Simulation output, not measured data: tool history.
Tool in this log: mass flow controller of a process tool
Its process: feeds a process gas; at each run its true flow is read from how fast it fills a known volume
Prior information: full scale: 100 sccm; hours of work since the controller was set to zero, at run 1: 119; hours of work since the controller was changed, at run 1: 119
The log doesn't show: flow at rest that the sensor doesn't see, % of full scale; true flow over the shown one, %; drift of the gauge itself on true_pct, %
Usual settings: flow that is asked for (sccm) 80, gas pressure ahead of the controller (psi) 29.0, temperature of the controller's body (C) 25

run	hour	flow that is asked for (sccm)	gas pressure ahead of the controller (psi)	temperature of the controller's body (C)	hours of work since the controller was set to zero	hours of work since the controller was changed	true flow (%)
1	0.0	80	29.0	25	119	119	99.81
2	110.8	80	29.0	25	172	172	99.78
3	201.6	80	29.0	32	216	216	100.21
4	307.8	80	29.0	24	267	267	99.96
5	435.2	80	29.0	24	328	328	99.93
6	590.6	80	29.0	24	403	403	100.09
7	746.1	80	29.0	25	477	477	100.27
8	820.9	80	29.0	33	513	513	100.59
9	927.7	80	29.0	33	564	564	100.61
10	1021.3	80	30.5	25	609	609	100.32
11	1103.3	80	29.0	25	648	648	100.28
12	1231.3	32	29.0	25	710	710	100.09
13	1302.5	32	29.0	25	744	744	100.17
14	1429.0	32	29.0	25	805	805	100.27
15	1531.2	32	29.0	25	854	854	100.19
16	1628.5	80	40.0	25	900	900	100.19
17	1736.3	80	40.0	25	952	952	100.17
18	1877.1	80	40.0	25	1020	1020	100.17
19	1985.7	80	40.0	25	1072	1072	100.41
20	2113.4	80	29.0	25	1133	1133	100.58
21	2196.0	80	29.0	38	1173	1173	101.43
22	2341.3	80	20.7	25	1242	1242	101.03
23	2435.7	80	20.7	25	1288	1288	101.04
24	2580.5	80	31.6	25	1357	1357	100.68
25	2670.7	31	29.0	27	1400	1400	100.68
26	2791.9	76	21.9	27	1459	1459	101.32
27	2927.7	76	21.9	27	1524	1524	101.33
# hour 3010.3: gauge calibrated
28	3030.2	80	29.0	39	1573	1573	100.66
29	3113.4	80	29.0	39	1613	1613	100.65
30	3226.5	14	28.1	25	1667	1667	99.68
31	3363.1	14	29.6	27	1733	1733	99.68
32	3448.9	13	39.2	27	1774	1774	99.45
33	3561.8	13	39.2	27	1828	1828	99.54
34	3667.4	13	39.2	26	1879	1879	99.44
35	3794.9	33	35.8	25	1940	1940	99.84
36	3905.4	18	32.9	39	1993	1993	100.47
37	4000.7	43	40.3	23	2039	2039	99.81
38	4112.0	43	40.3	23	2092	2092	99.61
39	4194.5	16	36.5	39	2132	2132	100.50
40	4338.8	16	36.5	39	2201	2201	100.60
41	4430.9	80	23.4	21	2245	2245	100.36
42	4540.0	10	40.5	39	2297	2297	100.27
# hour 4564.8: gauge calibrated
43	4626.8	16	25.2	29	2339	2339	99.64
44	4700.6	16	25.2	29	2374	2374	99.88
45	4798.4	11	21.5	28	2421	2421	99.94
46	4907.5	38	29.0	27	2474	2474	99.82
47	5030.9	75	20.6	27	2533	2533	100.47
48	5115.4	75	20.6	27	2573	2573	100.45

Describe how what the log doesn't record of the tool's condition differs between the last listed run preceding each entry between runs and the first listed run following it.
After run 27, before run 28: gauge calibrated (hour 3010.3)
  drift of the gauge itself on true_pct, %: 1.14 -> 0.01
  measured minus no-state result, true flow (%): +1.15 -> +0.01
After run 42, before run 43: gauge calibrated (hour 4564.8)
  drift of the gauge itself on true_pct, %: 0.6 -> 0.02
  measured minus no-state result, true flow (%): +0.58 -> +0.01

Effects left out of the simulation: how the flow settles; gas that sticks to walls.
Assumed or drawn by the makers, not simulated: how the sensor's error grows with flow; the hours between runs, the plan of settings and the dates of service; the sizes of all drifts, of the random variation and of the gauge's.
